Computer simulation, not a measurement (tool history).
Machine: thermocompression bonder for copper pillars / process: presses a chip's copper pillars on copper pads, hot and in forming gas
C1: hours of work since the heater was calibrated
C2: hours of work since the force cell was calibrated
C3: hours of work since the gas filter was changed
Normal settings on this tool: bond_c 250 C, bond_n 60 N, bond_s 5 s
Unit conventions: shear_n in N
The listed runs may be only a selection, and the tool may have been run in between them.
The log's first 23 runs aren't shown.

Run 24, day 24.958: usual settings but bond_c 259 C, bond_n 40 N, bond_s 9 s; C1 799; C2 704; C3 148. Result: shear_n 71.9 N.
Run 25, day 26.1: usual settings but bond_c 259 C, bond_n 40 N, bond_s 9 s; C1 811; C2 716; C3 161. Result: shear_n 68.8 N.
At day 26.304: force cell calibrated.
Run 26, day 26.946: usual settings but bond_n 40 N, bond_s 10 s; C1 820; C2 7; C3 170. Result: shear_n 65.3 N.
Run 27, day 27.675: usual settings but bond_n 53 N, bond_s 10 s; C1 828; C2 15; C3 178. Result: shear_n 74.7 N.
Run 28, day 28.879: usual settings but bond_c 236 C, bond_n 63 N, bond_s 3 s; C1 842; C2 29; C3 191. Result: shear_n 48.2 N.
Run 29, day 29.904: usual settings but bond_c 236 C, bond_n 63 N, bond_s 4 s; C1 853; C2 40; C3 203. Result: shear_n 51.4 N.
Run 30, day 31.171: usual settings but bond_c 236 C, bond_n 63 N, bond_s 4 s; C1 868; C2 54; C3 217. Result: shear_n 49.9 N.
Run 31, day 32.062: usual settings but bond_n 65 N, bond_s 4 s; C1 878; C2 65; C3 227. Result: shear_n 61.6 N.
Run 32, day 32.917: usual settings but bond_n 65 N, bond_s 4 s; C1 887; C2 74; C3 237. Result: shear_n 62.7 N.
Run 33, day 33.571: usual settings but bond_n 65 N, bond_s 4 s; C1 894; C2 81; C3 244. Result: shear_n 63.3 N.
Run 34, day 34.758: usual settings but bond_n 65 N, bond_s 4 s; C1 908; C2 95; C3 257. Result: shear_n 60.7 N.
At day 35.683: force cell calibrated, once more.
Run 35, day 36.392: usual settings but bond_c 238 C, bond_n 55 N, bond_s 6 s; C1 925; C2 8; C3 275. Result: shear_n 55.5 N.
At day 36.558: forming gas filter changed.
Run 36, day 37.162: usual settings but bond_c 255 C, bond_n 63 N, bond_s 6 s; C1 934; C2 16; C3 7. Result: shear_n 80.2 N.
At day 37.817: heater calibrated with a thermocouple chip.
Run 37, day 38.342: usual settings but bond_c 261 C, bond_n 47 N, bond_s 4 s; C1 6; C2 29; C3 19. Result: shear_n 71.8 N.
Run 38, day 39.308: usual settings but bond_c 244 C, bond_s 4 s; C1 17; C2 39; C3 30. Result: shear_n 68.4 N.
Run 39, day 40.121: usual settings but bond_c 244 C, bond_s 4 s; C1 26; C2 49; C3 39. Result: shear_n 66.1 N.

Alternative continuations, all from the tool just after run 39; predict every row:
Run A, day 40.988: usual settings but bond_c 247 C, bond_n 57 N, bond_s 14 s; C1 36; C2 58; C3 49. Result: shear_n ?.
Run B, day 40.988: usual settings but bond_c 238 C, bond_s 3 s; C1 36; C2 58; C3 49. Result: shear_n ?.
Run C, day 40.988: usual settings but bond_c 261 C, bond_n 65 N, bond_s 4 s; C1 36; C2 58; C3 49. Result: shear_n ?.
Run D, day 40.988: usual settings but bond_c 269 C, bond_n 70 N, bond_s 8 s; C1 36; C2 58; C3 49. Result: shear_n ?.
Run E, day 40.988: usual settings but bond_n 77 N, bond_s 6 s; C1 36; C2 58; C3 49. Result: shear_n ?.

run  shear_n
  A     93.7
  B       57
  C     83.1
  D    105.5
  E     91.5
What these runs would have given with no unlogged condition in the tool:
run  shear_n
  A     96.8
  B     59.6
  C     86.1
  D    108.4
  E     94.6
